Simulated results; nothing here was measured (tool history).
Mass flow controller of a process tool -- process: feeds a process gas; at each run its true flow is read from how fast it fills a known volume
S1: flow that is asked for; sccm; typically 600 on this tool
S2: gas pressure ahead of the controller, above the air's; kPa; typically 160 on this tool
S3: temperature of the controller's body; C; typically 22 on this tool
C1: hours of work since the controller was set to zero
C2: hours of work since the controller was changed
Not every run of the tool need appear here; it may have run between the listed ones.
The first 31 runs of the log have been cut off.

Run 32, hour 1700.3: usual settings but S1 352 sccm, S2 209 kPa, S3 32 C; C1 1693; C2 1693. Result: true flow (%) 98.94.
Run 33, hour 1742.4: usual settings but S2 245 kPa, S3 30 C; C1 1725; C2 1725. Result: true flow (%) 99.3.
Run 34, hour 1793.7: usual settings but S2 245 kPa, S3 30 C; C1 1763; C2 1763. Result: true flow (%) 99.33.
Run 35, hour 1830.9: usual settings but S2 245 kPa, S3 30 C; C1 1791; C2 1791. Result: true flow (%) 99.33.
Run 36, hour 1876.6: usual settings but S3 27 C; C1 1825; C2 1825. Result: true flow (%) 100.11.
Run 37, hour 1946.5: usual settings but S2 164 kPa, S3 24 C; C1 1877; C2 1877. Result: true flow (%) 100.45.
Run 38, hour 2002.4: usual settings but S2 164 kPa, S3 24 C; C1 1919; C2 1919. Result: true flow (%) 100.46.
Run 39, hour 2072.7: usual settings but S1 165 sccm, S2 158 kPa, S3 28 C; C1 1971; C2 1971. Result: true flow (%) 100.28.
Run 40, hour 2114.1: usual settings but S1 430 sccm, S2 158 kPa, S3 28 C; C1 2002; C2 2002. Result: true flow (%) 99.95.

Forecast each of these 3 alternatives for the next run:
Run A, hour 2167.6: usual settings but S1 430 sccm, S2 155 kPa, S3 26 C; C1 2042; C2 2042. Result: true flow (%) ?.
Run B, hour 2167.6: usual settings but S1 224 sccm, S2 217 kPa; C1 2042; C2 2042. Result: true flow (%) ?.
Run C, hour 2167.6: usual settings but S3 23 C; C1 2042; C2 2042. Result: true flow (%) ?.

run  true flow (%)
  A         100.17
  B         100.17
  C         100.67
What these runs would have given with no unlogged condition in the tool:
run  true flow (%)
  A          98.98
  B          98.43
  C          99.64
